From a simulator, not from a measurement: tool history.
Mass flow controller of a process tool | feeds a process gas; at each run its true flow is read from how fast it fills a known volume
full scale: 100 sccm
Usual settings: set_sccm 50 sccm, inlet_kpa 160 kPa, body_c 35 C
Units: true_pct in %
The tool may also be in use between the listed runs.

| run | hour | set_sccm | inlet_kpa | body_c | true_pct |
|---|---|---|---|---|---|
| 1 | 0.0 | 50 | 160 | 35 | 100.45 |
| 2 | 111.9 | 50 | 160 | 35 | 100.46 |
| 3 | 260.6 | 50 | 160 | 35 | 100.58 |
| 4 | 387.7 | 50 | 160 | 40 | 100.74 |
| 5 | 580.6 | 50 | 160 | 40 | 100.78 |
| 6 | 761.4 | 50 | 160 | 40 | 100.88 |
| 7 | 870.1 | 50 | 160 | 21 | 100.07 |
| 8 | 1085.5 | 50 | 160 | 21 | 100.07 |
| 9 | 1236.9 | 50 | 224 | 35 | 100.93 |
| 10 | 1330.5 | 50 | 224 | 35 | 100.95 |
| 11 | 1490.6 | 50 | 224 | 35 | 100.94 |
| 12 | 1682.3 | 50 | 224 | 35 | 100.96 |
| 13 | 1879.0 | 50 | 224 | 35 | 100.96 |
| 14 | 2014.1 | 13 | 160 | 35 | 102.31 |
|  | 2136.5 | controller's zero set anew |
| 15 | 2193.0 | 50 | 269 | 35 | 101.60 |
| 16 | 2289.1 | 50 | 160 | 35 | 101.21 |
| 17 | 2399.3 | 50 | 160 | 35 | 101.29 |
| 18 | 2568.3 | 50 | 160 | 35 | 101.37 |
| 19 | 2707.1 | 50 | 160 | 35 | 101.27 |
| 20 | 2824.1 | 50 | 160 | 35 | 101.23 |
|  | 2948.2 | controller's zero set anew, once more |
| 21 | 2994.3 | 50 | 160 | 35 | 100.25 |
| 22 | 3177.3 | 50 | 160 | 35 | 100.19 |
| 23 | 3344.5 | 50 | 160 | 35 | 100.25 |
| 24 | 3436.5 | 50 | 160 | 35 | 100.39 |
| 25 | 3620.6 | 50 | 160 | 35 | 100.33 |
| 26 | 3825.0 | 50 | 140 | 39 | 100.47 |
| 27 | 3925.8 | 50 | 140 | 39 | 100.51 |
| 28 | 4093.7 | 23 | 247 | 36 | 100.27 |
| 29 | 4239.2 | 99 | 147 | 21 | 100.60 |
| 30 | 4361.9 | 75 | 251 | 21 | 100.47 |
| 31 | 4551.7 | 75 | 251 | 21 | 100.44 |
| 32 | 4642.7 | 24 | 279 | 35 | 100.59 |
| 33 | 4855.9 | 27 | 226 | 25 | 99.86 |
| 34 | 4956.5 | 50 | 274 | 40 | 100.92 |
| 35 | 5117.6 | 50 | 250 | 35 | 100.89 |
| 36 | 5296.4 | 50 | 250 | 35 | 100.80 |
| 37 | 5454.0 | 50 | 250 | 35 | 100.71 |
| 38 | 5648.4 | 50 | 160 | 30 | 100.42 |
| 39 | 5761.5 | 50 | 160 | 24 | 100.17 |
| 40 | 5871.3 | 50 | 160 | 24 | 100.18 |
| 41 | 6022.9 | 65 | 185 | 32 | 100.82 |
| 42 | 6229.5 | 65 | 185 | 32 | 100.95 |
| 43 | 6415.5 | 65 | 185 | 32 | 100.99 |
| 44 | 6547.5 | 65 | 185 | 32 | 101.02 |
| 45 | 6746.6 | 65 | 185 | 24 | 100.54 |
| 46 | 6879.6 | 75 | 214 | 35 | 101.28 |
| 47 | 7094.6 | 57 | 214 | 24 | 100.55 |
| 48 | 7300.9 | 28 | 183 | 28 | 100.55 |
| 49 | 7421.3 | 13 | 264 | 28 | 101.14 |

Forecast each of these 3 alternatives for the next run:
| A | 7545.1 | 13 | 199 | 28 | ? |
| B | 7545.1 | 50 | 160 | 33 | ? |
| C | 7545.1 | 56 | 148 | 22 | ? |

| run | true_pct |
|---|---|
| A | 101.22 |
| B | 100.88 |
| C | 100.32 |
Without the tool's hidden state the same runs would have given:
| run | true_pct |
|---|---|
| A | 98.49 |
| B | 99.28 |
| C | 98.77 |

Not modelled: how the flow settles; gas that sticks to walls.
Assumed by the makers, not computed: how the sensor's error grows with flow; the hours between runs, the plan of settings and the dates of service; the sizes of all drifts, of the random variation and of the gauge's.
